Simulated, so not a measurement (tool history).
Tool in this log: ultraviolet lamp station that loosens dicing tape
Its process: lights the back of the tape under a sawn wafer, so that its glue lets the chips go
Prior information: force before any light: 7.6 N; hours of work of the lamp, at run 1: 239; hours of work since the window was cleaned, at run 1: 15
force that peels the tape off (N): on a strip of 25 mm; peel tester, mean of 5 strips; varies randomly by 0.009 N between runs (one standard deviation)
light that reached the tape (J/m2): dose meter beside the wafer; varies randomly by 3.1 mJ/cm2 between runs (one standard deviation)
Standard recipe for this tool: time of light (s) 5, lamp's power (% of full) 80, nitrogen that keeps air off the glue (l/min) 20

| run | hour | time of light (s) | lamp's power (% of full) | nitrogen that keeps air off the glue (l/min) | hours of work of the lamp | hours of work since the window was cleaned | force that peels the tape off (N) | light that reached the tape (J/m2) |
|---|---|---|---|---|---|---|---|---|
| 1 | 0 | 5 | 80 | 20 | 239 | 15 | 0.403 | 4660 |
| 2 | 26.9 | 5 | 80 | 20 | 261 | 36 | 0.409 | 4620 |
| 3 | 49.9 | 5 | 80 | 20 | 279 | 55 | 0.422 | 4600 |
| 4 | 73.7 | 5 | 80 | 20 | 298 | 74 | 0.421 | 4510 |
| 5 | 120.4 | 5 | 80 | 20 | 335 | 111 | 0.424 | 4460 |
| 6 | 152.5 | 5 | 80 | 20 | 361 | 136 | 0.453 | 4400 |
| 7 | 199.7 | 5 | 80 | 20 | 398 | 174 | 0.46 | 4300 |
| 8 | 227 | 5 | 80 | 20 | 420 | 196 | 0.457 | 4260 |
| 9 | 257.6 | 4 | 80 | 20 | 445 | 220 | 0.743 | 3340 |
| 10 | 297.4 | 4 | 80 | 20 | 476 | 252 | 0.751 | 3270 |
| 11 | 338.2 | 10 | 79 | 19 | 509 | 285 | 0.239 | 7870 |
| 12 | 365.8 | 3 | 68 | 8 | 531 | 307 | 2.507 | 2040 |
| 13 | 409.1 | 3 | 68 | 8 | 565 | 341 | 2.614 | 2000 |
|  | 424.5 | window cleaned of glue's vapour |
| 14 | 454 | 3 | 80 | 9 | 601 | 24 | 1.706 | 2610 |
| 15 | 490.3 | 5 | 85 | 20 | 630 | 53 | 0.404 | 4720 |
| 16 | 525.5 | 3 | 76 | 9 | 658 | 81 | 2.014 | 2430 |
| 17 | 550.4 | 3 | 76 | 9 | 678 | 100 | 1.976 | 2450 |
| 18 | 584.5 | 6 | 91 | 8 | 705 | 128 | 0.523 | 5750 |
| 19 | 608.4 | 5 | 97 | 15 | 724 | 147 | 0.422 | 5000 |

What differs in the tool's unlogged condition from the final listed run ahead of each entry between runs to the first listed run following it?
Run 13 -> run 14: window cleaned of glue's vapour (hour 424.5)
  lamp's light, % of a new lamp's: 93.8 -> 93.4; light that the window lets through, % of a clean one's: 86.5 -> 98.5
  measured value less the no-hidden-state value, force that peels the tape off (N): +0.546 -> +0.19; light that reached the tape (J/m2): -470 -> -230
